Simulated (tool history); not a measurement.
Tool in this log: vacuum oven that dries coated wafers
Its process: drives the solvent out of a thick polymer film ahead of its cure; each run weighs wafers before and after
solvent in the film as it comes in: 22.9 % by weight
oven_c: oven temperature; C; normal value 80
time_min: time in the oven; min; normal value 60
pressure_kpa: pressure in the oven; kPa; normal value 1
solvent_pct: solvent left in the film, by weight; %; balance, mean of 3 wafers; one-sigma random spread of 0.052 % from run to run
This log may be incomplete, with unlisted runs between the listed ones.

{"run": 1, "hour": 0.0, "oven_c": 80, "time_min": 60, "pressure_kpa": 1, "solvent_pct": 2.3}
{"run": 2, "hour": 34.6, "oven_c": 80, "time_min": 105, "pressure_kpa": 1, "solvent_pct": 0.92}
{"run": 3, "hour": 52.0, "oven_c": 80, "time_min": 105, "pressure_kpa": 1, "solvent_pct": 0.95}
{"run": 4, "hour": 68.8, "oven_c": 80, "time_min": 60, "pressure_kpa": 0.52, "solvent_pct": 1.93}
{"run": 5, "hour": 97.9, "oven_c": 80, "time_min": 60, "pressure_kpa": 0.52, "solvent_pct": 1.97}
{"run": 6, "hour": 122.1, "oven_c": 80, "time_min": 60, "pressure_kpa": 0.9, "solvent_pct": 2.26}
{"run": 7, "hour": 143.0, "oven_c": 80, "time_min": 60, "pressure_kpa": 1, "solvent_pct": 2.32}
{"run": 8, "hour": 160.6, "oven_c": 80, "time_min": 39, "pressure_kpa": 1, "solvent_pct": 4.4}
{"run": 9, "hour": 192.4, "oven_c": 80, "time_min": 39, "pressure_kpa": 1, "solvent_pct": 4.44}
{"run": 10, "hour": 209.8, "oven_c": 80, "time_min": 60, "pressure_kpa": 0.6, "solvent_pct": 2.12}
{"run": 11, "hour": 232.3, "oven_c": 80, "time_min": 60, "pressure_kpa": 0.6, "solvent_pct": 2.11}
{"run": 12, "hour": 262.1, "oven_c": 80, "time_min": 85, "pressure_kpa": 1, "solvent_pct": 1.31}
{"run": 13, "hour": 283.2, "oven_c": 80, "time_min": 85, "pressure_kpa": 1, "solvent_pct": 1.42}
{"run": 14, "hour": 306.9, "oven_c": 80, "time_min": 85, "pressure_kpa": 1, "solvent_pct": 1.43}
{"run": 15, "hour": 331.4, "oven_c": 80, "time_min": 85, "pressure_kpa": 1, "solvent_pct": 1.44}
{"run": 16, "hour": 364.2, "oven_c": 80, "time_min": 85, "pressure_kpa": 1, "solvent_pct": 1.34}
{"run": 17, "hour": 386.6, "oven_c": 75, "time_min": 60, "pressure_kpa": 1, "solvent_pct": 3.87}
{"run": 18, "hour": 404.6, "oven_c": 80, "time_min": 60, "pressure_kpa": 0.67, "solvent_pct": 2.21}
{"hour": 408.1, "done": "oven's thermocouples calibrated"}
{"run": 19, "hour": 427.5, "oven_c": 73, "time_min": 105, "pressure_kpa": 2.93, "solvent_pct": 2.65}
{"run": 20, "hour": 452.5, "oven_c": 73, "time_min": 105, "pressure_kpa": 2.93, "solvent_pct": 2.74}
{"run": 21, "hour": 467.6, "oven_c": 93, "time_min": 43, "pressure_kpa": 0.79, "solvent_pct": 0.61}
{"run": 22, "hour": 501.9, "oven_c": 93, "time_min": 43, "pressure_kpa": 0.79, "solvent_pct": 0.66}
{"run": 23, "hour": 536.4, "oven_c": 69, "time_min": 77, "pressure_kpa": 0.6, "solvent_pct": 3}
{"run": 24, "hour": 569.3, "oven_c": 80, "time_min": 64, "pressure_kpa": 1, "solvent_pct": 1.54}
{"run": 25, "hour": 584.5, "oven_c": 80, "time_min": 71, "pressure_kpa": 0.97, "solvent_pct": 1.25}
{"run": 26, "hour": 604.6, "oven_c": 80, "time_min": 71, "pressure_kpa": 0.97, "solvent_pct": 1.2}
{"run": 27, "hour": 632.1, "oven_c": 80, "time_min": 38, "pressure_kpa": 2.45, "solvent_pct": 4.17}
{"run": 28, "hour": 651.7, "oven_c": 80, "time_min": 38, "pressure_kpa": 2.45, "solvent_pct": 4.19}
{"run": 29, "hour": 679.5, "oven_c": 80, "time_min": 38, "pressure_kpa": 3.97, "solvent_pct": 4.84}
{"run": 30, "hour": 713.6, "oven_c": 86, "time_min": 46, "pressure_kpa": 3.97, "solvent_pct": 2.46}
{"run": 31, "hour": 740.5, "oven_c": 86, "time_min": 101, "pressure_kpa": 2.63, "solvent_pct": 1.19}
{"run": 32, "hour": 770.8, "oven_c": 70, "time_min": 85, "pressure_kpa": 0.51, "solvent_pct": 2.54}
{"run": 33, "hour": 790.1, "oven_c": 70, "time_min": 85, "pressure_kpa": 0.51, "solvent_pct": 2.49}
{"run": 34, "hour": 817.5, "oven_c": 80, "time_min": 61, "pressure_kpa": 1, "solvent_pct": 1.66}
{"run": 35, "hour": 832.5, "oven_c": 80, "time_min": 68, "pressure_kpa": 2.82, "solvent_pct": 2.33}
{"run": 36, "hour": 858.6, "oven_c": 90, "time_min": 60, "pressure_kpa": 1, "solvent_pct": 0.72}

Results per run with the tool's hidden condition removed, run-to-run variation unchanged:
Hidden state present: true wafer temperature over the reading, C; true pressure over the reading, kPa; drift of the gauge itself on solvent_pct, %.
run=1 solvent_pct=1.48
run=2 solvent_pct=0.58
run=3 solvent_pct=0.6
run=4 solvent_pct=1.11
run=5 solvent_pct=1.12
run=6 solvent_pct=1.39
run=7 solvent_pct=1.43
run=8 solvent_pct=3.08
run=9 solvent_pct=3.08
run=10 solvent_pct=1.24
run=11 solvent_pct=1.21
run=12 solvent_pct=0.73
run=13 solvent_pct=0.83
run=14 solvent_pct=0.83
run=15 solvent_pct=0.85
run=16 solvent_pct=0.73
run=17 solvent_pct=2.46
run=18 solvent_pct=1.23
run=19 solvent_pct=2.42
run=20 solvent_pct=2.49
run=21 solvent_pct=0.5
run=22 solvent_pct=0.54
run=23 solvent_pct=2.67
run=24 solvent_pct=1.31
run=25 solvent_pct=1.02
run=26 solvent_pct=0.97
run=27 solvent_pct=3.85
run=28 solvent_pct=3.86
run=29 solvent_pct=4.49
run=30 solvent_pct=2.2
run=31 solvent_pct=1
run=32 solvent_pct=2.07
run=33 solvent_pct=2.01
run=34 solvent_pct=1.32
run=35 solvent_pct=1.98
run=36 solvent_pct=0.53
